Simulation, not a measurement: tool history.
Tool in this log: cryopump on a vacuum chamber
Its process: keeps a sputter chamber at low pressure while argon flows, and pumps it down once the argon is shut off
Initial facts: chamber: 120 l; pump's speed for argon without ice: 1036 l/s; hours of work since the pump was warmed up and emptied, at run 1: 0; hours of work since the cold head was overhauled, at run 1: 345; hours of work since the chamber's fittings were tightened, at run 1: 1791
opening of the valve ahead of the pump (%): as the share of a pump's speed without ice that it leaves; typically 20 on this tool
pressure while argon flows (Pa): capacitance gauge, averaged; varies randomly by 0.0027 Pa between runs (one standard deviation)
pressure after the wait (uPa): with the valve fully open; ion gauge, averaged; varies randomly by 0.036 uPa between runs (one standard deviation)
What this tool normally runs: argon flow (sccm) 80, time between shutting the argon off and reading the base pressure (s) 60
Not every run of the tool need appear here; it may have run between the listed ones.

run,hour,argon flow (sccm),time between shutting the argon off and reading the base pressure (s),opening of the valve ahead of the pump (%),hours of work since the pump was warmed up and emptied,hours of work since the cold head was overhauled,hours of work since the chamber's fittings were tightened,pressure while argon flows (Pa),pressure after the wait (uPa)
1,0.0,80,60,20,0,345,1791,0.6535,3.04
2,24.2,80,112,20,19,364,1810,0.6587,2.40
3,34.6,80,60,20,27,372,1818,0.6571,3.19
4,56.1,80,60,20,44,389,1835,0.6602,3.24
5,73.7,80,276,20,58,403,1849,0.6547,1.92
6,95.5,80,276,20,75,420,1866,0.6551,1.99
7,116.7,80,29,20,91,436,1882,0.6621,5.05
8,128.1,80,29,20,100,445,1891,0.6709,5.00
9,146.3,80,172,20,114,459,1905,0.6627,2.31
10,166.6,80,172,20,130,475,1921,0.6645,2.32
11,179.7,80,172,20,140,485,1931,0.6671,2.38
12,201.5,80,60,20,157,502,1948,0.6721,3.48
13,222.7,80,60,20,174,519,1965,0.6677,3.48
14,239.7,80,60,20,187,532,1978,0.6753,3.58
15,250.0,80,60,20,195,540,1986,0.6747,3.67
16,263.6,80,60,20,206,551,1997,0.6790,3.55
17,274.7,80,24,20,215,560,2006,0.6765,6.15
18,300.3,80,60,35,235,580,2026,0.3991,3.56
19,324.6,80,27,36,254,599,2045,0.3907,5.87
20,341.1,81,60,39,267,612,2058,0.3678,3.73
21,362.8,106,74,39,283,629,2074,0.4866,3.42
22,378.8,43,31,20,296,641,2087,0.3694,5.44
23,397.7,117,54,28,311,656,2102,0.7395,3.95
24,416.2,68,26,26,325,670,2116,0.4580,6.00
# hour 428.2: pump warmed up, emptied and cooled again
25,432.7,68,26,26,3,679,2125,0.4277,5.56
26,447.1,68,32,23,15,691,2136,0.4862,4.80
27,469.8,48,32,28,33,708,2154,0.2831,4.88
28,490.0,44,24,23,48,724,2170,0.3151,6.07
29,503.3,44,255,23,59,734,2180,0.3175,2.16
30,523.0,42,255,47,74,750,2196,0.1512,2.27
31,541.0,42,255,47,88,764,2210,0.1505,2.27

Run 32 comes next. What will it give?
32,557.0,80,139,57,101,776,2222,?,?

{"run 32": {"pressure while argon flows (Pa)": 0.2401, "pressure after the wait (uPa)": 2.62}}
If the tool had no hidden condition, the same run with the same run-to-run variation would have returned pressure while argon flows (Pa) 0.2295, pressure after the wait (uPa) 1.02.

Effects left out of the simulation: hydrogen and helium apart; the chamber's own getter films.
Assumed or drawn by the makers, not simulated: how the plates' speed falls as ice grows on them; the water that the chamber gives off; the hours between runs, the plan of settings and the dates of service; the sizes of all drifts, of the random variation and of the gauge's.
